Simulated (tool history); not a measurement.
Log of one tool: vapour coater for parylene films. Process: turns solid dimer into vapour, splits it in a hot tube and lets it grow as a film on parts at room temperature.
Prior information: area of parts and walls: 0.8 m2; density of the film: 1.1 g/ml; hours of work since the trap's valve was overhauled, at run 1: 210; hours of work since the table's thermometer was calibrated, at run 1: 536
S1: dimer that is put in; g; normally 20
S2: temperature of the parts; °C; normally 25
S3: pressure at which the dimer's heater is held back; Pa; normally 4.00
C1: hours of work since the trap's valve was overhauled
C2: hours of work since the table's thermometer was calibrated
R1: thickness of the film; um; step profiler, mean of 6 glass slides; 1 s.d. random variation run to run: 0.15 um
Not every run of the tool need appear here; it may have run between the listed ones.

| run | hour | S1 | S2 | S3 | C1 | C2 | R1 |
|---|---|---|---|---|---|---|---|
| 1 | 0.0 | 20 | 25 | 4.00 | 210 | 536 | 17.95 |
| 2 | 10.1 | 29 | 25 | 4.00 | 219 | 544 | 25.78 |
| 3 | 21.4 | 29 | 25 | 4.00 | 228 | 554 | 25.55 |
| 4 | 36.9 | 29 | 25 | 4.00 | 241 | 566 | 25.53 |
| 5 | 55.8 | 20 | 25 | 4.00 | 256 | 582 | 17.61 |
| 6 | 73.9 | 20 | 25 | 4.00 | 271 | 597 | 17.62 |
| 7 | 84.9 | 20 | 25 | 4.00 | 280 | 606 | 17.84 |
| 8 | 97.4 | 20 | 25 | 4.00 | 290 | 616 | 17.58 |
| 9 | 110.5 | 20 | 25 | 10.74 | 301 | 627 | 15.28 |
| 10 | 122.7 | 20 | 25 | 4.00 | 311 | 637 | 17.69 |
| 11 | 134.9 | 20 | 25 | 4.00 | 321 | 647 | 17.50 |
| 12 | 149.5 | 20 | 25 | 3.10 | 333 | 659 | 18.42 |
| 13 | 160.7 | 20 | 25 | 3.10 | 342 | 668 | 17.80 |
| 14 | 179.5 | 20 | 25 | 3.10 | 358 | 683 | 17.68 |
| 15 | 190.4 | 20 | 25 | 4.00 | 366 | 692 | 17.09 |
| 16 | 205.6 | 20 | 25 | 4.00 | 379 | 705 | 17.31 |
| 17 | 223.2 | 20 | 25 | 4.00 | 393 | 719 | 17.40 |
| 18 | 238.7 | 20 | 25 | 4.00 | 406 | 732 | 17.25 |
| 19 | 256.0 | 20 | 25 | 4.00 | 420 | 746 | 17.21 |
| 20 | 273.6 | 20 | 25 | 4.00 | 435 | 760 | 17.44 |
| 21 | 282.9 | 20 | 28 | 4.00 | 442 | 768 | 15.41 |
| 22 | 295.4 | 20 | 28 | 4.00 | 453 | 778 | 15.55 |
|  | 300.5 | trap's valve overhauled |
| 23 | 311.0 | 20 | 27 | 4.00 | 9 | 788 | 15.48 |
| 24 | 321.3 | 33 | 27 | 4.52 | 17 | 796 | 24.32 |
| 25 | 331.7 | 33 | 27 | 4.52 | 26 | 805 | 24.56 |
| 26 | 341.2 | 20 | 18 | 4.00 | 33 | 813 | 19.86 |
|  | 362.8 | trap's valve overhauled, once more |
| 27 | 363.6 | 10 | 34 | 2.44 | 1 | 828 | 7.39 |
| 28 | 379.7 | 26 | 29 | 4.00 | 14 | 841 | 20.91 |
| 29 | 389.5 | 23 | 25 | 4.00 | 22 | 849 | 20.90 |
| 30 | 402.4 | 16 | 25 | 4.00 | 33 | 860 | 14.44 |
| 31 | 412.8 | 16 | 25 | 4.00 | 41 | 868 | 14.53 |
| 32 | 420.6 | 16 | 25 | 4.00 | 47 | 874 | 14.71 |
| 33 | 434.7 | 15 | 31 | 6.35 | 59 | 886 | 10.49 |
| 34 | 446.8 | 15 | 31 | 6.35 | 69 | 896 | 10.35 |
| 35 | 463.0 | 16 | 31 | 6.35 | 82 | 909 | 11.19 |
| 36 | 481.1 | 9 | 25 | 10.32 | 97 | 924 | 7.04 |
| 37 | 499.8 | 18 | 21 | 7.48 | 112 | 939 | 16.75 |
| 38 | 513.9 | 18 | 21 | 7.48 | 124 | 951 | 16.79 |
| 39 | 529.0 | 16 | 19 | 3.59 | 136 | 963 | 17.39 |
| 40 | 537.1 | 8 | 25 | 4.00 | 143 | 970 | 7.24 |
| 41 | 554.5 | 14 | 37 | 2.16 | 157 | 984 | 9.34 |
| 42 | 573.3 | 12 | 37 | 2.16 | 173 | 1000 | 7.93 |
| 43 | 590.4 | 20 | 24 | 2.37 | 187 | 1014 | 19.72 |
| 44 | 602.8 | 24 | 34 | 8.80 | 197 | 1024 | 14.22 |
| 45 | 618.6 | 34 | 18 | 7.41 | 210 | 1037 | 34.82 |
| 46 | 629.7 | 36 | 35 | 7.41 | 219 | 1046 | 20.96 |

Each row is a separate what-if for the run after 46, all from the same tool condition, not one after another. Results?
| A | 645.7 | 19 | 30 | 7.41 | 232 | 1059 | ? |
| B | 645.7 | 16 | 22 | 3.80 | 232 | 1059 | ? |
| C | 645.7 | 24 | 33 | 4.00 | 232 | 1059 | ? |
| D | 645.7 | 36 | 23 | 7.41 | 232 | 1059 | ? |
| E | 645.7 | 20 | 25 | 4.18 | 232 | 1059 | ? |

| run | R1 |
|---|---|
| A | 13.03 |
| B | 15.72 |
| C | 16.42 |
| D | 30.82 |
| E | 17.58 |
The same runs, with their run-to-run variation unchanged, on a tool lacking any hidden condition would have given:
| run | R1 |
|---|---|
| A | 13.88 |
| B | 16.74 |
| C | 17.49 |
| D | 32.83 |
| E | 18.73 |
